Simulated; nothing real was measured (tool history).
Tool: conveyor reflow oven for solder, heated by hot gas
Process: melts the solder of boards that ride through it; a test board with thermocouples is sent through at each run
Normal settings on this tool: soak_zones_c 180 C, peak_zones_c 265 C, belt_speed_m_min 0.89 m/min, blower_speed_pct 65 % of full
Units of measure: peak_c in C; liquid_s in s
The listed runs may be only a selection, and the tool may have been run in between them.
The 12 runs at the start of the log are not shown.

{"run": 13, "hour": 97.2, "soak_zones_c": 180, "peak_zones_c": 264, "belt_speed_m_min": 0.89, "blower_speed_pct": 65, "peak_c": 251.1, "liquid_s": 42}
{"run": 14, "hour": 103.0, "soak_zones_c": 180, "peak_zones_c": 264, "belt_speed_m_min": 1.028, "blower_speed_pct": 65, "peak_c": 246.8, "liquid_s": 33.1}
{"run": 15, "hour": 114.4, "soak_zones_c": 180, "peak_zones_c": 264, "belt_speed_m_min": 1.028, "blower_speed_pct": 56, "peak_c": 245.6, "liquid_s": 32.4}
{"run": 16, "hour": 125.9, "soak_zones_c": 178, "peak_zones_c": 265, "belt_speed_m_min": 0.898, "blower_speed_pct": 77, "peak_c": 253.1, "liquid_s": 42}
{"run": 17, "hour": 137.8, "soak_zones_c": 178, "peak_zones_c": 265, "belt_speed_m_min": 0.898, "blower_speed_pct": 77, "peak_c": 253.1, "liquid_s": 42}
{"run": 18, "hour": 147.9, "soak_zones_c": 180, "peak_zones_c": 265, "belt_speed_m_min": 0.89, "blower_speed_pct": 87, "peak_c": 254.7, "liquid_s": 43.4}
{"run": 19, "hour": 153.5, "soak_zones_c": 180, "peak_zones_c": 265, "belt_speed_m_min": 0.89, "blower_speed_pct": 87, "peak_c": 254.2, "liquid_s": 43.7}
{"hour": 160.6, "done": "flux residue cleaned out of gas plates and filters"}
{"run": 20, "hour": 164.4, "soak_zones_c": 191, "peak_zones_c": 265, "belt_speed_m_min": 0.89, "blower_speed_pct": 87, "peak_c": 257.2, "liquid_s": 48.4}

For run 21, what comes out?
{"run": 21, "hour": 171.1, "soak_zones_c": 171, "peak_zones_c": 276, "belt_speed_m_min": 0.89, "blower_speed_pct": 87, "peak_c": "?", "liquid_s": "?"}

Run 21 came out at peak_c 265.4 C, liquid_s 46.1 s.
Without the tool's hidden state the same run would have given peak_c 264.8 C, liquid_s 45.8 s.

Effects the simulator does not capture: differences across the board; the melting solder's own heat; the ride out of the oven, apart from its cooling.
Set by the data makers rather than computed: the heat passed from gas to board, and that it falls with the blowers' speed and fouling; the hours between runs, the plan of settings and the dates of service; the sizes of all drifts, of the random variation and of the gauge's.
